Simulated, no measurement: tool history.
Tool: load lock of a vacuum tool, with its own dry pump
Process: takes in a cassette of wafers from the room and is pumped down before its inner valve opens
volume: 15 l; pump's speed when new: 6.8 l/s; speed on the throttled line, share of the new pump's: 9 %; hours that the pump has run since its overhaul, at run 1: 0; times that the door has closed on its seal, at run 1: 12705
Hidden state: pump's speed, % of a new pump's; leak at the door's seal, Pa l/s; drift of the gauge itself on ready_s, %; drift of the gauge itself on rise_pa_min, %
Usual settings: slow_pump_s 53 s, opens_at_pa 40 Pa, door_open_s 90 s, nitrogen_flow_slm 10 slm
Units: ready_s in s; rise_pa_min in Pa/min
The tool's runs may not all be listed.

| run | hour | slow_pump_s | opens_at_pa | door_open_s | nitrogen_flow_slm | hours that the pump has run since its overhaul | times that the door has closed on its seal | incoming humidity of the room's air, % | ready_s | rise_pa_min |
|---|---|---|---|---|---|---|---|---|---|---|
| 1 | 0 | 53 | 40 | 90 | 10 | 0 | 12705 | 40.3 | 65.7 | 0.122 |
| 2 | 268.5 | 53 | 40 | 90 | 10 | 269 | 13812 | 43.1 | 65.7 | 0.12 |
| 3 | 437 | 53 | 40 | 90 | 10 | 437 | 14507 | 47.6 | 65.9 | 0.14 |
| 4 | 703 | 53 | 40 | 90 | 10 | 703 | 15604 | 46.2 | 65.4 | 0.137 |
| 5 | 852.5 | 53 | 40 | 90 | 10 | 853 | 16221 | 40.2 | 65.4 | 0.126 |
| 6 | 1065.4 | 53 | 40 | 90 | 10 | 1065 | 17098 | 46.8 | 66 | 0.151 |
| 7 | 1186.2 | 53 | 40 | 90 | 10 | 1186 | 17597 | 41.4 | 66 | 0.141 |
| 8 | 1320.3 | 53 | 40 | 90 | 10 | 1320 | 18150 | 44.5 | 65.7 | 0.148 |
| 9 | 1586.9 | 53 | 40 | 90 | 10 | 1587 | 19249 | 46.7 | 66 | 0.156 |
| 10 | 1733.6 | 53 | 40 | 90 | 10 | 1734 | 19854 | 42.3 | 66 | 0.145 |
| 11 | 1844.4 | 53 | 40 | 90 | 10 | 1844 | 20311 | 46.4 | 65.9 | 0.158 |
| 12 | 2056.4 | 53 | 40 | 90 | 10 | 2056 | 21185 | 41.9 | 65.4 | 0.152 |
| 13 | 2218.8 | 53 | 40 | 90 | 10 | 2219 | 21855 | 43.7 | 65.9 | 0.158 |
| 14 | 2482.6 | 53 | 40 | 90 | 10 | 2483 | 22943 | 46.7 | 66.3 | 0.17 |
| 15 | 2658.8 | 53 | 40 | 94 | 10 | 2659 | 23669 | 43.6 | 66.3 | 0.162 |
| 16 | 2925.3 | 53 | 40 | 94 | 12 | 2925 | 24768 | 47 | 65.9 | 0.165 |
| 17 | 3144.7 | 53 | 40 | 90 | 10 | 3145 | 25673 | 42.9 | 66.8 | 0.168 |
| 18 | 3288.8 | 30 | 58 | 97 | 8 | 3289 | 26267 | 44.2 | 44.4 | 0.19 |
| 19 | 3454.1 | 66 | 39 | 99 | 10 | 3454 | 26949 | 46.7 | 78 | 0.186 |
| 20 | 3669.8 | 53 | 76 | 32 | 10 | 3670 | 27839 | 40.9 | 64.8 | 0.13 |
| 21 | 3940.8 | 106 | 35 | 73 | 10 | 3941 | 28956 | 46.1 | 114.6 | 0.175 |
| 22 | 4066.1 | 106 | 35 | 73 | 10 | 4066 | 29473 | 45.2 | 115 | 0.174 |
| 23 | 4337.6 | 106 | 35 | 73 | 10 | 4338 | 30592 | 48 | 114 | 0.188 |
| 24 | 4447.8 | 106 | 35 | 46 | 10 | 4448 | 31047 | 43.6 | 114.5 | 0.156 |
| 25 | 4578.7 | 106 | 35 | 30 | 10 | 4579 | 31587 | 41.5 | 114 | 0.144 |
| 26 | 4742.2 | 53 | 40 | 30 | 32 | 4742 | 32261 | 45.7 | 66.5 | 0.137 |
| 27 | 4919.7 | 53 | 40 | 30 | 32 | 4920 | 32993 | 45.9 | 66.2 | 0.138 |
| 28 | 5089.8 | 53 | 40 | 30 | 32 | 5090 | 33694 | 46.6 | 67.1 | 0.149 |
| 29 | 5255.6 | 53 | 75 | 30 | 32 | 5256 | 34378 | 42.2 | 64.7 | 0.147 |
| 30 | 5400.2 | 53 | 40 | 233 | 4 | 5400 | 34974 | 45.5 | 66.9 | 0.354 |
| 31 | 5578 | 63 | 40 | 90 | 23 | 5578 | 35708 | 41.7 | 75.8 | 0.194 |
| 32 | 5778.2 | 53 | 50 | 127 | 10 | 5778 | 36533 | 46.9 | 66.5 | 0.258 |
| 33 | 6047.7 | 53 | 50 | 127 | 10 | 6048 | 37644 | 45.9 | 66.5 | 0.26 |

Some steps in ready_s between neighbouring runs. How much of each would the tool show without its hidden state too (settings, what came in, random variation), and how much is left for the hidden state, with any gauge scatter that isn't in both results?
Run 1 -> 2: no setting changed, nothing entered. ready_s +0 s: hidden state +0.2, all else -0.2.
Run 16 -> 17: door_open_s 94 -> 90, nitrogen_flow_slm 12 -> 10. ready_s +0.9 s: hidden state +0.2, all else +0.7.
Run 18 -> 19: slow_pump_s 30 -> 66, opens_at_pa 58 -> 39, door_open_s 97 -> 99, nitrogen_flow_slm 8 -> 10. ready_s +33.6 s: hidden state -0.1, all else +33.7.
Run 20 -> 21: slow_pump_s 53 -> 106, opens_at_pa 76 -> 35, door_open_s 32 -> 73. ready_s +49.8 s: hidden state -0.1, all else +49.9.
Run 25 -> 26: slow_pump_s 106 -> 53, opens_at_pa 35 -> 40, nitrogen_flow_slm 10 -> 32. ready_s -47.5 s: hidden state +0.4, all else -47.9.
